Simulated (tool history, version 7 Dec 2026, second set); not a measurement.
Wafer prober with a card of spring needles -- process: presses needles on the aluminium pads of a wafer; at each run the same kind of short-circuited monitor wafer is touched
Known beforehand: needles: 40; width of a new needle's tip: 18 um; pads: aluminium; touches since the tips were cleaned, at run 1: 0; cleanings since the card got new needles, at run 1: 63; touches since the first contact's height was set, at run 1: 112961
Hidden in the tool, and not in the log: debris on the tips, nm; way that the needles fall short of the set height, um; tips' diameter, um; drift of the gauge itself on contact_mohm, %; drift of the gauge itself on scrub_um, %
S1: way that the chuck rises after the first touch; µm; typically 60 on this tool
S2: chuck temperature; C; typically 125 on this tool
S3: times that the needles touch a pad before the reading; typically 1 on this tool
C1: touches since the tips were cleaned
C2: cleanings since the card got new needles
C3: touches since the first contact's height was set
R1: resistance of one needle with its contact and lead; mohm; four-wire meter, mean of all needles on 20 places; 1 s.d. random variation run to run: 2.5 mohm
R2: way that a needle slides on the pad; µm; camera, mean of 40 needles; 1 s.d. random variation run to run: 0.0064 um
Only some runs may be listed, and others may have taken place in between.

| run | hour | S1 | S2 | S3 | C1 | C2 | C3 | R1 | R2 |
|---|---|---|---|---|---|---|---|---|---|
| 1 | 0.0 | 60 | 125 | 1 | 0 | 63 | 112961 | 288 | 7.430 |
|  | 12.8 | tips cleaned on abrasive film |
| 2 | 13.1 | 60 | 125 | 1 | 220 | 64 | 120437 | 287 | 7.422 |
|  | 26.8 | tips cleaned on abrasive film |
| 3 | 34.8 | 60 | 108 | 1 | 4551 | 65 | 132771 | 290 | 7.425 |
|  | 40.6 | tips cleaned on abrasive film |
|  | 53.3 | tips cleaned on abrasive film |
| 4 | 55.5 | 60 | 108 | 1 | 1274 | 67 | 144551 | 288 | 7.418 |
|  | 66.1 | tips cleaned on abrasive film |
| 5 | 77.0 | 60 | 125 | 1 | 6261 | 68 | 156818 | 295 | 7.416 |
|  | 78.8 | tips cleaned on abrasive film |
|  | 92.0 | tips cleaned on abrasive film |
| 6 | 94.6 | 60 | 125 | 1 | 1507 | 70 | 166791 | 288 | 7.424 |
|  | 105.1 | tips cleaned on abrasive film |
| 7 | 116.1 | 60 | 125 | 1 | 6340 | 71 | 179052 | 292 | 7.422 |
|  | 117.7 | tips cleaned on abrasive film |
|  | 132.0 | tips cleaned on abrasive film |
| 8 | 139.2 | 60 | 125 | 1 | 4140 | 73 | 192153 | 290 | 7.424 |
|  | 146.6 | tips cleaned on abrasive film |
| 9 | 158.7 | 60 | 125 | 1 | 6935 | 74 | 203245 | 290 | 7.424 |
|  | 160.4 | tips cleaned on abrasive film |
|  | 174.2 | tips cleaned on abrasive film |
| 10 | 181.9 | 60 | 125 | 1 | 4433 | 76 | 216444 | 287 | 7.423 |
|  | 187.2 | tips cleaned on abrasive film |
|  | 190.5 | height of the first contact set anew |
| 11 | 197.3 | 60 | 125 | 1 | 5600 | 77 | 3899 | 286 | 7.423 |
|  | 201.6 | tips cleaned on abrasive film |
|  | 215.5 | tips cleaned on abrasive film |
| 12 | 220.8 | 60 | 35 | 1 | 3032 | 79 | 17267 | 264 | 7.433 |
|  | 229.6 | tips cleaned on abrasive film |
| 13 | 236.4 | 60 | 35 | 1 | 3915 | 80 | 26122 | 264 | 7.422 |
|  | 242.4 | tips cleaned on abrasive film |
| 14 | 249.7 | 74 | 125 | 1 | 4137 | 81 | 33670 | 289 | 9.160 |
|  | 255.8 | tips cleaned on abrasive film |
|  | 268.3 | tips cleaned on abrasive film |
| 15 | 272.1 | 52 | 125 | 3 | 2156 | 83 | 46420 | 292 | 6.439 |
|  | 281.2 | tips cleaned on abrasive film |
|  | 294.6 | tips cleaned on abrasive film |
| 16 | 296.9 | 52 | 125 | 3 | 1288 | 85 | 60489 | 297 | 6.436 |
|  | 307.9 | tips cleaned on abrasive film |
|  | 321.0 | tips cleaned on abrasive film |
| 17 | 322.2 | 52 | 93 | 1 | 682 | 87 | 74907 | 279 | 6.430 |
|  | 334.7 | tips cleaned on abrasive film |
| 18 | 341.1 | 52 | 41 | 2 | 3670 | 88 | 85686 | 267 | 6.439 |
|  | 348.2 | tips cleaned on abrasive film |
| 19 | 351.7 | 68 | 83 | 1 | 2021 | 89 | 91691 | 277 | 8.419 |
|  | 361.2 | tips cleaned on abrasive film |
| 20 | 365.8 | 68 | 83 | 1 | 2664 | 90 | 99705 | 276 | 8.417 |

Expected results for the next run?
|  | 374.2 | tips cleaned on abrasive film |
|  | 386.7 | tips cleaned on abrasive film |
| 21 | 387.3 | 68 | 83 | 1 | 305 | 92 | 111880 | ? | ? |

Logged for run 21: R1 275 mohm, R2 8.409 µm.
Had the tool carried no hidden state, the very same run would have given R1 275 mohm, R2 8.410 µm.
